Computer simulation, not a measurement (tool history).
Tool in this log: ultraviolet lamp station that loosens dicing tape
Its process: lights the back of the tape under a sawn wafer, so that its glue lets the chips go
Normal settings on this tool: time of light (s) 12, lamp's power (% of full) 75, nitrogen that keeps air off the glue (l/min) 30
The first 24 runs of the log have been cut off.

| run | hour | time of light (s) | lamp's power (% of full) | nitrogen that keeps air off the glue (l/min) | force that peels the tape off (N) | light that reached the tape (mJ/cm²) |
|---|---|---|---|---|---|---|
| 25 | 1175.3 | 22 | 99 | 17 | 0.189 | 919 |
| 26 | 1209.3 | 22 | 99 | 17 | 0.193 | 925 |
| 27 | 1259.7 | 22 | 99 | 17 | 0.188 | 919 |
| 28 | 1294.8 | 22 | 81 | 23 | 0.207 | 766 |
| 29 | 1333.2 | 22 | 81 | 23 | 0.199 | 765 |
| 30 | 1369.3 | 22 | 81 | 23 | 0.201 | 754 |
| 31 | 1432.2 | 9 | 99 | 34 | 0.389 | 381 |
| 32 | 1463 | 12 | 72 | 34 | 0.391 | 367 |
|  | 1482.1 | window cleaned of glue's vapour |
| 33 | 1503.2 | 12 | 72 | 34 | 0.389 | 371 |
| 34 | 1531.2 | 12 | 72 | 34 | 0.392 | 373 |
| 35 | 1564.9 | 7 | 69 | 13 | 1.824 | 204 |
|  | 1589.2 | lamp changed |
| 36 | 1602.9 | 11 | 61 | 14 | 1.123 | 283 |
| 37 | 1666.7 | 18 | 75 | 30 | 0.225 | 581 |
| 38 | 1709.8 | 11 | 75 | 46 | 0.346 | 350 |
| 39 | 1770.1 | 11 | 75 | 46 | 0.372 | 354 |
| 40 | 1814.6 | 11 | 75 | 46 | 0.357 | 353 |
| 41 | 1881 | 20 | 99 | 54 | 0.185 | 843 |
| 42 | 1932.3 | 20 | 99 | 54 | 0.187 | 841 |
| 43 | 1986 | 20 | 99 | 54 | 0.185 | 845 |

4 options for the next run, each taken on its own from the tool as it stands now. Forecast them:
| A | 2046.1 | 9 | 89 | 46 | ? | ? |
| B | 2046.1 | 16 | 98 | 11 | ? | ? |
| C | 2046.1 | 10 | 60 | 14 | ? | ? |
| D | 2046.1 | 23 | 64 | 23 | ? | ? |

| run | force that peels the tape off (N) | light that reached the tape (mJ/cm²) |
|---|---|---|
| A | 0.374 | 344 |
| B | 0.297 | 668 |
| C | 1.268 | 255 |
| D | 0.222 | 626 |
With the hidden condition removed and each run's random variation left untouched, the same runs would have given:
| run | force that peels the tape off (N) | light that reached the tape (mJ/cm²) |
|---|---|---|
| A | 0.373 | 345 |
| B | 0.296 | 669 |
| C | 1.265 | 255 |
| D | 0.222 | 627 |
